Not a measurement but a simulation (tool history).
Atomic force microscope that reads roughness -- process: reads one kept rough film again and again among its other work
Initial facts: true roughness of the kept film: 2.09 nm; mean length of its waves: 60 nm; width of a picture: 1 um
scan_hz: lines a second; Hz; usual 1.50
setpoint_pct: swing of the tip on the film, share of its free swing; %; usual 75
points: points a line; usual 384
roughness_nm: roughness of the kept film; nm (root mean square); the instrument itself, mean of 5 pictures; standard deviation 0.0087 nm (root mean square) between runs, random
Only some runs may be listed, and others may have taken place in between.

| run | hour | scan_hz | setpoint_pct | points | roughness_nm |
|---|---|---|---|---|---|
| 1 | 0.0 | 1.50 | 75 | 384 | 1.853 |
| 2 | 9.2 | 1.50 | 75 | 384 | 1.846 |
| 3 | 18.9 | 1.50 | 75 | 384 | 1.847 |
| 4 | 28.0 | 1.50 | 75 | 384 | 1.834 |
| 5 | 32.8 | 1.50 | 75 | 384 | 1.822 |
| 6 | 41.4 | 1.50 | 75 | 384 | 1.931 |
| 7 | 47.2 | 1.50 | 77 | 384 | 1.888 |
| 8 | 56.0 | 1.50 | 77 | 384 | 1.894 |
| 9 | 61.0 | 1.50 | 77 | 384 | 1.891 |
| 10 | 69.5 | 1.50 | 77 | 384 | 1.889 |
| 11 | 74.6 | 1.50 | 75 | 892 | 1.890 |
| 12 | 82.8 | 1.50 | 75 | 892 | 1.909 |
| 13 | 88.1 | 1.50 | 75 | 384 | 1.884 |
| 14 | 93.6 | 1.50 | 75 | 384 | 1.888 |
| 15 | 104.8 | 1.50 | 75 | 384 | 1.871 |
| 16 | 115.1 | 1.50 | 75 | 969 | 1.870 |
| 17 | 119.8 | 1.50 | 75 | 969 | 1.872 |
| 18 | 130.0 | 1.50 | 75 | 969 | 1.867 |
| 19 | 135.3 | 1.11 | 75 | 384 | 1.900 |
| 20 | 142.7 | 1.11 | 75 | 384 | 1.883 |
| 21 | 153.6 | 1.11 | 75 | 384 | 1.851 |
| 22 | 165.6 | 1.11 | 75 | 384 | 1.957 |
| 23 | 175.8 | 1.50 | 74 | 384 | 1.925 |
| 24 | 182.4 | 1.50 | 75 | 384 | 1.922 |
| 25 | 191.6 | 1.50 | 75 | 384 | 1.891 |
| 26 | 201.6 | 1.50 | 75 | 384 | 1.907 |
| 27 | 209.2 | 1.52 | 79 | 1001 | 1.873 |
| 28 | 215.5 | 1.50 | 75 | 406 | 1.907 |
| 29 | 222.2 | 2.69 | 75 | 522 | 1.799 |
| 30 | 233.6 | 3.51 | 75 | 384 | 1.732 |
| 31 | 244.6 | 3.51 | 75 | 384 | 1.725 |
| 32 | 251.9 | 1.66 | 56 | 690 | 1.940 |
| 33 | 259.9 | 1.66 | 56 | 690 | 1.926 |
| 34 | 266.2 | 0.57 | 74 | 789 | 1.937 |
| 35 | 276.6 | 0.57 | 74 | 789 | 1.929 |
| 36 | 285.5 | 0.57 | 74 | 789 | 1.909 |
| 37 | 292.2 | 0.57 | 60 | 424 | 2.025 |
| 38 | 302.3 | 1.30 | 88 | 384 | 1.822 |
| 39 | 312.8 | 0.73 | 75 | 301 | 1.950 |
| 40 | 323.1 | 0.58 | 75 | 384 | 1.967 |
| 41 | 331.5 | 0.52 | 90 | 438 | 1.936 |
| 42 | 342.2 | 0.52 | 90 | 438 | 1.919 |
| 43 | 349.8 | 1.50 | 75 | 773 | 1.903 |
| 44 | 356.5 | 1.50 | 85 | 261 | 1.787 |
| 45 | 366.3 | 1.50 | 75 | 672 | 1.884 |
| 46 | 374.8 | 1.50 | 75 | 672 | 1.852 |
| 47 | 380.8 | 0.80 | 57 | 305 | 1.960 |
| 48 | 390.3 | 0.89 | 84 | 573 | 1.873 |
| 49 | 397.6 | 1.25 | 57 | 331 | 1.936 |
| 50 | 408.1 | 1.25 | 57 | 331 | 1.934 |
| 51 | 417.3 | 0.58 | 81 | 466 | 1.975 |
| 52 | 428.9 | 1.91 | 65 | 384 | 1.939 |

Between the runs listed above, the log contained 6 entries, not reproduced here. Where in the sequence does each belong, and how does what the log doesn't record of the tool's condition differ from the listed run before to the listed run after?
In the gap between runs 5 and 6: new tip fitted (hour 40.4)
  radius of the tip, nm: 28.7 -> 7.3
  measured value less the no-hidden-state value, roughness_nm: -0.092 -> -0.003 nm (root mean square)
In the gap between runs 21 and 22: height scale calibrated on a step standard (hour 155.1); new tip fitted (hour 165.6)
  radius of the tip, nm: 24.9 -> 7.3; height scale over the true one, %: -0.07 -> -0.08
  measured value less the no-hidden-state value, roughness_nm: -0.077 -> -0.003 nm (root mean square)
In the gap between runs 29 and 30: height scale calibrated on a step standard, once more (hour 225.1)
  radius of the tip, nm: 16.3 -> 17.9; height scale over the true one, %: -0.06 -> -0.11
  measured value less the no-hidden-state value, roughness_nm: -0.038 -> -0.044 nm (root mean square)
In the gap between runs 36 and 37: new tip fitted (hour 291.2)
  radius of the tip, nm: 26 -> 7.8
  measured value less the no-hidden-state value, roughness_nm: -0.083 -> -0.005 nm (root mean square)
In the gap between runs 50 and 51: new tip fitted (hour 415.6)
  radius of the tip, nm: 26.7 -> 8.3
  measured value less the no-hidden-state value, roughness_nm: -0.087 -> -0.006 nm (root mean square)

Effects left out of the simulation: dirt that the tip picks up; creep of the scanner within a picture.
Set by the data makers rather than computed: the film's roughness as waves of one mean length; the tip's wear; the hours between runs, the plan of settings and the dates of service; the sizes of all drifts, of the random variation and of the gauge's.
